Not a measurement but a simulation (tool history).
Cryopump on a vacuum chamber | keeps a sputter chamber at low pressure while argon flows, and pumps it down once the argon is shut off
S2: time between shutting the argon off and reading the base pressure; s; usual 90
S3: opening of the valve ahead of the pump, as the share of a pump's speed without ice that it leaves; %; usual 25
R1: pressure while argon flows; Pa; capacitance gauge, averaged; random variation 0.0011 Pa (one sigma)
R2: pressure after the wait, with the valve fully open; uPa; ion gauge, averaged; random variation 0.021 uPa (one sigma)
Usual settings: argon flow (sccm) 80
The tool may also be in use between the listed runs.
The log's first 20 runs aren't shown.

run 21 hour=1252.4 | argon_flow_(sccm)=57 S2=90 S3=25 | R1=0.1886 R2=0.70
run 22 hour=1305.7 | argon_flow_(sccm)=80 S2=28 S3=21 | R1=0.3131 R2=1.23
-- hour=1335.1 pump warmed up, emptied and cooled again
run 23 hour=1354.0 | argon_flow_(sccm)=80 S2=28 S3=21 | R1=0.3008 R2=1.16
run 24 hour=1407.8 | argon_flow_(sccm)=91 S2=38 S3=32 | R1=0.2264 R2=1.00
run 25 hour=1462.1 | argon_flow_(sccm)=91 S2=38 S3=32 | R1=0.2252 R2=1.00
run 26 hour=1547.8 | argon_flow_(sccm)=80 S2=29 S3=25 | R1=0.2540 R2=1.16
run 27 hour=1628.3 | argon_flow_(sccm)=35 S2=56 S3=51 | R1=0.0553 R2=0.86
run 28 hour=1692.3 | argon_flow_(sccm)=123 S2=142 S3=27 | R1=0.3665 R2=0.67
run 29 hour=1766.0 | argon_flow_(sccm)=93 S2=90 S3=45 | R1=0.1695 R2=0.79
run 30 hour=1823.5 | argon_flow_(sccm)=93 S2=77 S3=51 | R1=0.1493 R2=0.87
run 31 hour=1890.8 | argon_flow_(sccm)=80 S2=23 S3=59 | R1=0.1138 R2=1.50
run 32 hour=1944.8 | argon_flow_(sccm)=61 S2=23 S3=16 | R1=0.3078 R2=1.48
run 33 hour=2030.0 | argon_flow_(sccm)=61 S2=23 S3=16 | R1=0.3069 R2=1.47

3 ways to go on from here, each from the tool as it stands after run 33. What would each give?
run A hour=2085.2 | argon_flow_(sccm)=57 S2=267 S3=21 | R1=? R2=?
run B hour=2085.2 | argon_flow_(sccm)=135 S2=90 S3=22 | R1=? R2=?
run C hour=2085.2 | argon_flow_(sccm)=93 S2=194 S3=44 | R1=? R2=?

run=A R1=0.2194 R2=0.70
run=B R1=0.4976 R2=0.84
run=C R1=0.1775 R2=0.75
Without the tool's hidden state the same runs would have given:
run=A R1=0.2123 R2=0.20
run=B R1=0.4809 R2=0.33
run=C R1=0.1660 R2=0.25

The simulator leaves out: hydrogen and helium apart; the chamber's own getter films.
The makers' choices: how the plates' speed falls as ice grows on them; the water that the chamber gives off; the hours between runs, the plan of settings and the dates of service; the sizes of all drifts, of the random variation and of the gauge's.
